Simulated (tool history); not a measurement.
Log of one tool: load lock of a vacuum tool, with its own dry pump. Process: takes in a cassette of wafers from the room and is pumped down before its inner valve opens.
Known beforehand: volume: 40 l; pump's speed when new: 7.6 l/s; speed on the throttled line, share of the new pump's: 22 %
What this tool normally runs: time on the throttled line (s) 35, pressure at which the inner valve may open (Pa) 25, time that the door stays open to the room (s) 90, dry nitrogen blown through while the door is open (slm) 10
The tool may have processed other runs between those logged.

run    hour  time on the throttled line (s)  pressure at which the inner valve may open (Pa)  time that the door stays open to the room (s)  dry nitrogen blown through while the door is open (slm)  incoming humidity of the room's air, %  time from the closed door until the inner valve may open (s)  rise of the pressure with all valves shut (Pa/min)
  1       0                              35                                               25                                             90                                                       10                                    40.7                                                            71                                               0.072
  2   139.3                              35                                               25                                             90                                                       10                                    45.5                                                          70.7                                               0.075
  3   239.4                              35                                               25                                             90                                                       10                                    44.9                                                            71                                               0.083
  4   343.6                              35                                               25                                             90                                                       10                                    41.6                                                          70.7                                               0.073
  5   483.4                              35                                               25                                             50                                                       10                                    42.3                                                            71                                               0.057
  6   562.7                              35                                               25                                             50                                                       10                                    47.9                                                          70.8                                               0.063
  7   667.2                              35                                               25                                             50                                                       10                                    45.4                                                          71.1                                               0.055
  8   768.8                              35                                               25                                             50                                                       10                                    46.3                                                          71.4                                                0.06
  9   846.1                              35                                               25                                             90                                                       10                                    47.9                                                            71                                               0.081
 10     971                              64                                               25                                             90                                                       10                                    50.1                                                          93.1                                               0.092
 11  1034.1                              35                                               25                                             90                                                       15                                    42.7                                                          70.9                                               0.067
 12  1127.2                              24                                               25                                             90                                                       10                                    45.4                                                          62.3                                               0.081
 13  1243.5                              35                                               25                                             90                                                       10                                    41.4                                                          70.8                                               0.082
 14  1369.2                              35                                               20                                             90                                                       10                                    45.1                                                          72.2                                               0.087
 15  1511.2                              35                                               20                                             90                                                       10                                    46.3                                                          72.5                                               0.083
 16  1623.5                              21                                               25                                             90                                                       10                                    45.2                                                          59.9                                               0.086
 17  1772.9                              21                                               25                                             90                                                       10                                    43.2                                                            60                                               0.079
 18  1912.6                              35                                               25                                             90                                                       10                                    45.1                                                            71                                               0.075
 19  1982.8                              24                                               20                                             66                                                       10                                    46.6                                                          63.9                                               0.072
 20  2103.9                              35                                               22                                             84                                                       22                                    43.8                                                          71.8                                               0.056
 21  2213.1                              35                                               22                                             84                                                       22                                    44.9                                                            72                                               0.057
 22  2358.4                              37                                               20                                            121                                                       10                                    43.5                                                          73.8                                               0.094
 23  2425.2                              35                                               18                                             42                                                       41                                    42.2                                                          72.6                                               0.031
 24  2563.2                              35                                               34                                             90                                                        6                                    42.5                                                          69.3                                               0.082
 25  2675.7                              47                                               20                                             83                                                       10                                    44.3                                                          81.1                                               0.074
 26  2805.7                              20                                               25                                            198                                                       10                                    48.2                                                          59.2                                               0.132
 27  2942.3                              20                                               25                                            198                                                       10                                    43.1                                                          59.2                                               0.122
 28  3079.4                              18                                               25                                             90                                                       19                                    45.4                                                          58.1                                                0.07
 29  3190.3                              18                                               23                                             72                                                       19                                      43                                                          58.2                                               0.065
 30  3268.8                              42                                               47                                             90                                                       10                                    44.9                                                            73                                               0.079
 31  3330.3                              40                                               20                                             39                                                        5                                    44.2                                                          76.1                                               0.053
 32  3459.2                              40                                               20                                             39                                                        5                                    44.8                                                          75.6                                               0.054
 33  3591.7                              29                                               26                                             90                                                       10                                    47.3                                                          66.3                                               0.087
 34  3672.9                              29                                               26                                             90                                                       10                                    46.3                                                            66                                               0.083
 35  3736.3                              29                                               26                                             90                                                       10                                      45                                                          66.5                                               0.082
 36  3801.7                              35                                               25                                            228                                                       10                                    41.8                                                          71.1                                               0.131

Below are 3 alternative next runs, each starting from the tool's condition after run 36. Predict each:
  A  3942.4                              20                                               25                                             62                                                        6                                    44.7                                                             ?                                                   ?
  B  3942.4                              35                                               25                                            228                                                       29                                    41.4                                                             ?                                                   ?
  C  3942.4                              35                                               25                                             68                                                       29                                      41                                                             ?                                                   ?

run  time from the closed door until the inner valve may open (s)  rise of the pressure with all valves shut (Pa/min)
  A                                                          59.5                                               0.074
  B                                                          71.2                                               0.096
  C                                                          70.7                                               0.048
Without the tool's unlogged condition, the same runs would have read:
run  time from the closed door until the inner valve may open (s)  rise of the pressure with all valves shut (Pa/min)
  A                                                          59.5                                               0.073
  B                                                          71.2                                               0.096
  C                                                          70.7                                               0.047
